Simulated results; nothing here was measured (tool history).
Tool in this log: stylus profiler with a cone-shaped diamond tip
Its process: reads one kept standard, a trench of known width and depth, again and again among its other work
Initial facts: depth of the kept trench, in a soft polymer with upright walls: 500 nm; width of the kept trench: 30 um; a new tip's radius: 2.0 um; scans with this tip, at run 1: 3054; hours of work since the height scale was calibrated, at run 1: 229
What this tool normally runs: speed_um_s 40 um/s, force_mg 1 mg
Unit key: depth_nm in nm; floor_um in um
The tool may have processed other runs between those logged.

run   hour  speed_um_s  force_mg  scans with this tip  hours of work since the height scale was calibrated  depth_nm  floor_um
  1      0          40         1                 3054                                                  229     503.7     27.21
  2   33.2          40         1                 3302                                                  248    503.56      27.2
  3   54.4          40      0.42                 3461                                                  260    501.93     27.13
  4   89.3          40      0.42                 3722                                                  279    502.14     27.11
  5  117.6          40         1                 3934                                                  295    503.68     27.19
  6  140.3          40         1                 4104                                                  308    503.53     27.22
  7  156.6          40         1                 4226                                                  317    503.61     27.15
  8  180.3          40         1                 4403                                                  330    503.61     27.15
  9  197.1          40         1                 4529                                                  340    503.79     27.19
 10  215.7          40         1                 4668                                                  350    503.64     27.16
 11  231.8          40         1                 4789                                                  359    503.76     27.19
 12  254.5          11      0.35                 4958                                                  372     501.7     27.29
 13  272.9          11      0.35                 5096                                                  383    501.59     27.29
 14    300          73      2.57                 5299                                                  398    506.77      27.2
 15  326.1          40      0.97                 5495                                                  412    503.46     27.21
 16  353.5          40      0.97                 5699                                                  428    503.38     27.22
 17  382.7          40      0.97                 5918                                                  444    503.66     27.21
 18  402.2          40      0.97                 6064                                                  455    503.43     27.21
 19  435.8          32      0.88                 6316                                                  474    503.15     27.25
 20  465.2          50       0.4                 6535                                                  491    501.97     27.01
 21  498.8         158         1                 6787                                                  509    503.61      26.7
 22  518.4          43      0.74                 6933                                                  520    502.98     27.15

Branching from run 22: 3 alternative next runs. What would each branch give?
  A  543.1          18      0.34                 7119                                                  534         ?         ?
  B  543.1          99      2.72                 7119                                                  534         ?         ?
  C  543.1          58      0.95                 7119                                                  534         ?         ?

run  depth_nm  floor_um
  A    501.69     27.22
  B    507.18     27.13
  C    503.68     27.09
Take away the tool's hidden state, keep each run's random variation, and the runs would have read:
run  depth_nm  floor_um
  A    501.71     27.23
  B    507.21     27.14
  C     503.7      27.1
